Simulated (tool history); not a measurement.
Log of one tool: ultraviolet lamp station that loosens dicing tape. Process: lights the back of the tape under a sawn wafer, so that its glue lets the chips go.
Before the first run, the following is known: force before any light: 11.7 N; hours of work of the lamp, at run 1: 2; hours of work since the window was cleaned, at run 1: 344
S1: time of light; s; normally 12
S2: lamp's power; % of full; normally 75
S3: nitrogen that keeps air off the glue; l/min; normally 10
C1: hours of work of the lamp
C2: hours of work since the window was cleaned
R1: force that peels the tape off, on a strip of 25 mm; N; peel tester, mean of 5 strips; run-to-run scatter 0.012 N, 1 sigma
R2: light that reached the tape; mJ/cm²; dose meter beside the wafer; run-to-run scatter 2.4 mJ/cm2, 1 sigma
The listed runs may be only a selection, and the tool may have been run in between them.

| run | day | S1 | S2 | S3 | C1 | C2 | R1 | R2 |
|---|---|---|---|---|---|---|---|---|
| 1 | 0.000 | 12 | 75 | 10 | 2 | 344 | 0.534 | 255 |
| 2 | 1.050 | 12 | 75 | 10 | 20 | 363 | 0.545 | 249 |
| 3 | 2.554 | 12 | 75 | 10 | 47 | 389 | 0.536 | 246 |
| 4 | 3.892 | 12 | 75 | 10 | 70 | 412 | 0.538 | 248 |
| 5 | 4.642 | 12 | 75 | 10 | 83 | 425 | 0.543 | 251 |
| 6 | 5.867 | 12 | 75 | 10 | 105 | 447 | 0.560 | 249 |
| 7 | 7.321 | 12 | 75 | 10 | 130 | 472 | 0.544 | 252 |
| 8 | 8.862 | 12 | 75 | 10 | 157 | 499 | 0.547 | 254 |
|  | 9.104 | window cleaned of glue's vapour |
| 9 | 9.838 | 14 | 82 | 10 | 174 | 13 | 0.343 | 322 |
| 10 | 10.925 | 10 | 86 | 10 | 193 | 32 | 0.592 | 237 |
| 11 | 12.400 | 21 | 86 | 9 | 219 | 58 | 0.213 | 508 |
| 12 | 13.688 | 21 | 86 | 9 | 241 | 80 | 0.204 | 503 |
| 13 | 15.388 | 12 | 67 | 5 | 271 | 110 | 1.241 | 227 |
| 14 | 16.729 | 15 | 98 | 10 | 295 | 133 | 0.235 | 408 |

Each row is a separate what-if for the run after 14, all from the same tool condition, not one after another. Results?
| A | 18.121 | 13 | 75 | 10 | 319 | 158 | ? | ? |
| B | 18.121 | 19 | 75 | 10 | 319 | 158 | ? | ? |
| C | 18.121 | 15 | 98 | 4 | 319 | 158 | ? | ? |

| run | R1 | R2 |
|---|---|---|
| A | 0.461 | 269 |
| B | 0.247 | 401 |
| C | 0.390 | 414 |
The same runs, with their run-to-run variation unchanged, on a tool lacking any hidden condition would have given:
| run | R1 | R2 |
|---|---|---|
| A | 0.460 | 270 |
| B | 0.247 | 402 |
| C | 0.389 | 415 |

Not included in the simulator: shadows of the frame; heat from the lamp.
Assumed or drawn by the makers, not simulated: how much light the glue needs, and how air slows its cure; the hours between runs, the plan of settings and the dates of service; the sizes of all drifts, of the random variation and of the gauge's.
